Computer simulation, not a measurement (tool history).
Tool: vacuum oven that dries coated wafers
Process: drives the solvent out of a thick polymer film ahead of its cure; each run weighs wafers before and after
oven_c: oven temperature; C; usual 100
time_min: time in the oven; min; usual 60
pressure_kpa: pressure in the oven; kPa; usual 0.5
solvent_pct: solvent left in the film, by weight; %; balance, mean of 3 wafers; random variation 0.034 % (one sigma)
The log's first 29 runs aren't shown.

run 30 day=12.842 | oven_c=93 time_min=45 pressure_kpa=0.506 | solvent_pct=5.59
run 31 day=13.121 | oven_c=93 time_min=45 pressure_kpa=0.506 | solvent_pct=5.53
run 32 day=13.521 | oven_c=111 time_min=60 pressure_kpa=0.835 | solvent_pct=0.89
run 33 day=13.95 | oven_c=111 time_min=60 pressure_kpa=0.835 | solvent_pct=0.83
run 34 day=14.229 | oven_c=98 time_min=60 pressure_kpa=0.835 | solvent_pct=2.84
run 35 day=14.792 | oven_c=109 time_min=41 pressure_kpa=0.334 | solvent_pct=1.77
run 36 day=15.183 | oven_c=92 time_min=71 pressure_kpa=0.5 | solvent_pct=3.19
run 37 day=15.688 | oven_c=92 time_min=71 pressure_kpa=0.5 | solvent_pct=3.22
run 38 day=16.108 | oven_c=105 time_min=91 pressure_kpa=0.437 | solvent_pct=0.55
run 39 day=16.442 | oven_c=90 time_min=59 pressure_kpa=0.346 | solvent_pct=4.67
run 40 day=16.862 | oven_c=100 time_min=60 pressure_kpa=0.433 | solvent_pct=2.02
run 41 day=17.3 | oven_c=93 time_min=35 pressure_kpa=0.328 | solvent_pct=6.93
run 42 day=17.608 | oven_c=87 time_min=48 pressure_kpa=1.101 | solvent_pct=7.71
run 43 day=18.233 | oven_c=102 time_min=60 pressure_kpa=0.386 | solvent_pct=1.67
run 44 day=18.792 | oven_c=102 time_min=60 pressure_kpa=0.386 | solvent_pct=1.62
run 45 day=19.421 | oven_c=102 time_min=60 pressure_kpa=0.386 | solvent_pct=1.57
run 46 day=20.025 | oven_c=102 time_min=60 pressure_kpa=0.386 | solvent_pct=1.64

Forecast each of these 4 alternatives for the next run:
run A day=20.496 | oven_c=106 time_min=37 pressure_kpa=1.584 | solvent_pct=?
run B day=20.496 | oven_c=107 time_min=60 pressure_kpa=0.5 | solvent_pct=?
run C day=20.496 | oven_c=88 time_min=60 pressure_kpa=0.588 | solvent_pct=?
run D day=20.496 | oven_c=95 time_min=60 pressure_kpa=0.41 | solvent_pct=?

run=A solvent_pct=3.64
run=B solvent_pct=1.08
run=C solvent_pct=5.5
run=D solvent_pct=3.17
Without the tool's hidden state the same runs would have given:
run=A solvent_pct=4.16
run=B solvent_pct=1.27
run=C solvent_pct=6.14
run=D solvent_pct=3.67

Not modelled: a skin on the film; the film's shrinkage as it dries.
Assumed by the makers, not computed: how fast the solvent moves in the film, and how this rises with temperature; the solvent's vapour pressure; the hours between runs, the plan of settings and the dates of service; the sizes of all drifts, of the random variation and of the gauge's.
